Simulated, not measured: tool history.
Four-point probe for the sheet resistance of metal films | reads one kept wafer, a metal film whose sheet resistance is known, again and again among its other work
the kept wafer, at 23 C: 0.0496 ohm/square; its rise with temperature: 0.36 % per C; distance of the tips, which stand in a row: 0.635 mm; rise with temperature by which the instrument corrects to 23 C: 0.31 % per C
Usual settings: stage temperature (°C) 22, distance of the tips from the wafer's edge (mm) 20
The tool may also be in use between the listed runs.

run   hour  stage temperature (°C)  distance of the tips from the wafer's edge (mm)  sheet resistance as the instrument gives it (ohm/square)
  1    0.0                      22                                               20                                                  0.049826
  2   31.4                      22                                               20                                                  0.049824
  3   67.8                      22                                               20                                                  0.049824
  4   88.7                      22                                                9                                                  0.049942
      92.1  -- stage's thermometer calibrated
  5  122.1                      22                                                9                                                  0.049939
  6  145.0                      23                                               20                                                  0.049849
  7  171.7                      23                                               20                                                  0.049896
  8  201.3                      32                                                4                                                  0.050749
  9  245.0                      21                                               41                                                  0.049769
 10  289.4                      21                                               41                                                  0.049786
 11  310.0                      31                                                5                                                  0.050476
     328.8  -- stage's thermometer calibrated, once more
 12  340.9                      29                                                5                                                  0.050453

Some steps in sheet resistance as the instrument gives it (ohm/square) between neighbouring runs. How much of each would the tool show without its hidden state too (settings, what came in, random variation), and how much is left for the hidden state, with any gauge scatter that isn't in both results?
The hidden state here: inner tips' distance over the nominal, %; tips' flats over new ones', %; wafer's true temperature over the reading, C; drift of the gauge itself on sheet_ohm, %.
Run 8 -> 9: stage temperature (°C) 32 -> 21, distance of the tips from the wafer's edge (mm) 4 -> 41. sheet resistance as the instrument gives it (ohm/square) -0.000980: hidden state -0.000004, all else -0.000976.
Run 11 -> 12: stage temperature (°C) 31 -> 29, stage's thermometer calibrated, once more. sheet resistance as the instrument gives it (ohm/square) -0.000023: hidden state +0.000009, all else -0.000032.
